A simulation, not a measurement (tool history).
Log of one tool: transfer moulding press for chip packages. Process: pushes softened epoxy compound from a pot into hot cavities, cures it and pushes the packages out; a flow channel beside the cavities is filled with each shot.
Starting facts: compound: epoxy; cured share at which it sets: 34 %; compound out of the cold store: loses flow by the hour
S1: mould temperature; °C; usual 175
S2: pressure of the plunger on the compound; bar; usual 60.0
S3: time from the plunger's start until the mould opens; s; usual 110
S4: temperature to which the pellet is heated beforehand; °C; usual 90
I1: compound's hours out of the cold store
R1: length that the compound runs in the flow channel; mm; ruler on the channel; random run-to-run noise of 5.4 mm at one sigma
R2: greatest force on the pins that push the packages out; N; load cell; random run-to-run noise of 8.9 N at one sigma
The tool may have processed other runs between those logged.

{"run": 1, "day": 0.0, "S1": 175, "S2": 60.0, "S3": 110, "S4": 90, "I1": 47.1, "R1": 544, "R2": 479}
{"run": 2, "day": 0.342, "S1": 173, "S2": 60.0, "S3": 110, "S4": 90, "I1": 31.0, "R1": 602, "R2": 579}
{"run": 3, "day": 0.812, "S1": 173, "S2": 60.0, "S3": 110, "S4": 90, "I1": 15.2, "R1": 676, "R2": 632}
{"run": 4, "day": 1.158, "S1": 173, "S2": 60.0, "S3": 110, "S4": 90, "I1": 8.6, "R1": 692, "R2": 669}
{"day": 1.329, "done": "cavities cleaned with cleaning compound and waxed"}
{"run": 5, "day": 1.733, "S1": 173, "S2": 60.0, "S3": 110, "S4": 90, "I1": 27.0, "R1": 619, "R2": 724}
{"day": 2.338, "done": "plunger's sealing rings changed"}
{"day": 2.512, "done": "cavities cleaned with cleaning compound and waxed, once more"}
{"run": 6, "day": 2.662, "S1": 173, "S2": 60.0, "S3": 110, "S4": 90, "I1": 46.2, "R1": 592, "R2": 456}
{"run": 7, "day": 3.15, "S1": 173, "S2": 54.9, "S3": 110, "S4": 90, "I1": 17.4, "R1": 678, "R2": 540}
{"run": 8, "day": 3.912, "S1": 175, "S2": 60.0, "S3": 110, "S4": 90, "I1": 9.2, "R1": 734, "R2": 559}
{"run": 9, "day": 4.617, "S1": 175, "S2": 60.0, "S3": 110, "S4": 90, "I1": 26.9, "R1": 657, "R2": 541}
{"day": 5.008, "done": "cavities cleaned with cleaning compound and waxed"}
{"run": 10, "day": 5.412, "S1": 175, "S2": 60.0, "S3": 110, "S4": 82, "I1": 16.5, "R1": 703, "R2": 475}
{"run": 11, "day": 5.762, "S1": 175, "S2": 60.0, "S3": 110, "S4": 82, "I1": 21.7, "R1": 676, "R2": 495}
{"run": 12, "day": 6.096, "S1": 175, "S2": 60.0, "S3": 110, "S4": 82, "I1": 13.6, "R1": 717, "R2": 520}
{"run": 13, "day": 6.488, "S1": 180, "S2": 60.0, "S3": 110, "S4": 90, "I1": 15.1, "R1": 687, "R2": 458}
{"run": 14, "day": 7.071, "S1": 171, "S2": 60.0, "S3": 110, "S4": 90, "I1": 45.8, "R1": 583, "R2": 658}
{"run": 15, "day": 7.408, "S1": 177, "S2": 52.4, "S3": 110, "S4": 92, "I1": 14.7, "R1": 653, "R2": 566}
{"day": 7.508, "done": "cavities cleaned with cleaning compound and waxed"}
{"run": 16, "day": 7.921, "S1": 175, "S2": 60.0, "S3": 90, "S4": 90, "I1": 40.6, "R1": 594, "R2": 604}
{"run": 17, "day": 8.567, "S1": 176, "S2": 64.4, "S3": 146, "S4": 80, "I1": 26.0, "R1": 662, "R2": 395}
{"run": 18, "day": 9.05, "S1": 176, "S2": 64.4, "S3": 146, "S4": 80, "I1": 36.5, "R1": 625, "R2": 420}
{"run": 19, "day": 9.662, "S1": 176, "S2": 64.4, "S3": 146, "S4": 80, "I1": 11.7, "R1": 724, "R2": 452}
{"day": 9.988, "done": "cavities cleaned with cleaning compound and waxed"}
{"run": 20, "day": 10.225, "S1": 176, "S2": 62.7, "S3": 93, "S4": 80, "I1": 33.8, "R1": 623, "R2": 522}
{"run": 21, "day": 10.925, "S1": 170, "S2": 60.0, "S3": 104, "S4": 99, "I1": 46.3, "R1": 574, "R2": 649}
{"run": 22, "day": 11.246, "S1": 176, "S2": 48.8, "S3": 104, "S4": 99, "I1": 27.1, "R1": 571, "R2": 521}
{"run": 23, "day": 11.592, "S1": 176, "S2": 48.8, "S3": 104, "S4": 99, "I1": 20.7, "R1": 596, "R2": 558}
{"run": 24, "day": 12.104, "S1": 176, "S2": 69.7, "S3": 104, "S4": 92, "I1": 11.9, "R1": 759, "R2": 610}
{"day": 12.462, "done": "cavities cleaned with cleaning compound and waxed"}
{"run": 25, "day": 12.842, "S1": 176, "S2": 69.7, "S3": 104, "S4": 92, "I1": 43.8, "R1": 611, "R2": 436}
{"run": 26, "day": 13.488, "S1": 173, "S2": 47.3, "S3": 114, "S4": 87, "I1": 9.7, "R1": 626, "R2": 542}
{"run": 27, "day": 14.254, "S1": 173, "S2": 47.3, "S3": 114, "S4": 87, "I1": 26.9, "R1": 564, "R2": 582}
{"run": 28, "day": 14.588, "S1": 170, "S2": 66.9, "S3": 127, "S4": 93, "I1": 44.6, "R1": 607, "R2": 569}

4 ways to go on from here, each from the tool as it stands after run 28. What would each give?
{"day": 14.938, "done": "cavities cleaned with cleaning compound and waxed"}
{"run": "A", "day": 15.179, "S1": 170, "S2": 62.3, "S3": 145, "S4": 84, "I1": 37.7, "R1": "?", "R2": "?"}
{"day": 14.938, "done": "cavities cleaned with cleaning compound and waxed"}
{"run": "B", "day": 15.179, "S1": 170, "S2": 74.5, "S3": 125, "S4": 98, "I1": 9.9, "R1": "?", "R2": "?"}
{"day": 14.938, "done": "cavities cleaned with cleaning compound and waxed"}
{"run": "C", "day": 15.179, "S1": 180, "S2": 60.0, "S3": 110, "S4": 90, "I1": 41.2, "R1": "?", "R2": "?"}
{"day": 14.938, "done": "cavities cleaned with cleaning compound and waxed"}
{"run": "D", "day": 15.179, "S1": 175, "S2": 66.9, "S3": 107, "S4": 93, "I1": 44.7, "R1": "?", "R2": "?"}

run=A R1=619 R2=399
run=B R1=810 R2=506
run=C R1=561 R2=383
run=D R1=592 R2=448
What these runs would have given with no unlogged condition in the tool:
run=A R1=652 R2=366
run=B R1=853 R2=457
run=C R1=591 R2=355
run=D R1=624 R2=409
